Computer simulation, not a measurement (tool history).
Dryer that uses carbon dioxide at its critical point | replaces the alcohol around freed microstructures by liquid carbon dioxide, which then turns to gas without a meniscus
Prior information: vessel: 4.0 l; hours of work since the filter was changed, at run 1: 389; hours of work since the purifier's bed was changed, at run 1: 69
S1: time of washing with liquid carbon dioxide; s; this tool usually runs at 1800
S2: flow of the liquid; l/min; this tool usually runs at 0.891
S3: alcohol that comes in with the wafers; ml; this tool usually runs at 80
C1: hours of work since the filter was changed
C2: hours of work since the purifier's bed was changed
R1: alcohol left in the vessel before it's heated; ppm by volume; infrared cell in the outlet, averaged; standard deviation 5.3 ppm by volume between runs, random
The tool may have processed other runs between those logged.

run   hour    S1     S2   S3   C1   C2    R1
  1    0.0  1800  0.891   80  389   69   205
  2    5.0  1920  0.891   80  391   71   151
  3    9.3  1800  0.891   80  393   73   208
  4   13.9  1800  0.891   88  395   75   236
  5   21.9  1380  0.891   88  398   78   678
  6   28.9  1800  0.891   45  401   81   125
  7   35.6  1800  0.891   45  403   83   142
  8   43.4  1800  0.891   45  406   86   128
  9   51.2  1800  0.891   80  410   89   219
 10   61.7  1800  0.891   80  414   94   215
 11   68.4  1800  0.891   80  416   96   217
 12   73.1  1800  0.891   35  418   98   105
 13   83.3  1800  0.891   35  422  102   108
 14   89.0  1800  0.891   35  425  104   107
 15   94.5  2580  0.891   80  427  107    53
 16  100.8  1800  0.991   80  429  109   148
 17  106.8  1800  0.991   80  432  112   143
 18  112.3  1800  0.991   80  434  114   144
 19  122.5  1800  0.991   80  438  118   140
 20  131.0  1800  0.991   80  441  121   154
 21  137.7  1800  0.991   80  444  124   141
 22  145.5  2100  0.891   80  447  127   121
 23  150.0  2100  0.891   80  449  129   128
 24  160.5  1380  0.891   88  453  133   741
 25  170.0  1260  1.136   88  457  137   410
 26  178.2  1260  1.136   88  460  140   402
 27  188.4  1260  1.136   88  464  144   402
 28  198.7  1260  1.136   88  468  148   399
 29  209.1  1440  1.107   88  472  152   262
 30  219.5  1140  0.927   27  476  156   378
 31  229.0  1140  1.141  118  480  160   783
 32  237.3  1140  1.141  118  483  163   774
 33  247.7  1980  1.463   54  488  168    37
 34  252.4  2880  1.463  109  489  169    36
 35  262.3  1860  0.781   52  493  173   256
 36  272.0  2040  0.891   80  497  177   156
 37  280.4  2460  0.676   89  501  181   269
 38  286.4  2460  0.676   89  503  183   271
 39  293.4  2460  0.676   89  506  186   268
 40  300.0  2580  0.891   59  508  188    59
 41  308.6  1560  0.891   96  512  192   542
 42  316.2  1380  0.555   79  515  195  2501
 43  325.9  1380  0.806   29  519  199   368
 44  331.3  1800  0.891   79  521  201   267
 45  340.6  1320  1.067   80  525  204   441
 46  349.6  1320  1.067   80  528  208   443

Predict each of these 3 candidate next runs independently; none follows another, all start after run 46:
  A  356.8  2400  0.661  93  531  211   ?
  B  356.8  1800  0.688  29  531  211   ?
  C  356.8  1740  0.757  26  531  211   ?

run   R1
  A  349
  B  281
  C  222
Take away the tool's hidden state, keep each run's random variation, and the runs would have read:
run   R1
  A  138
  B  129
  C   98
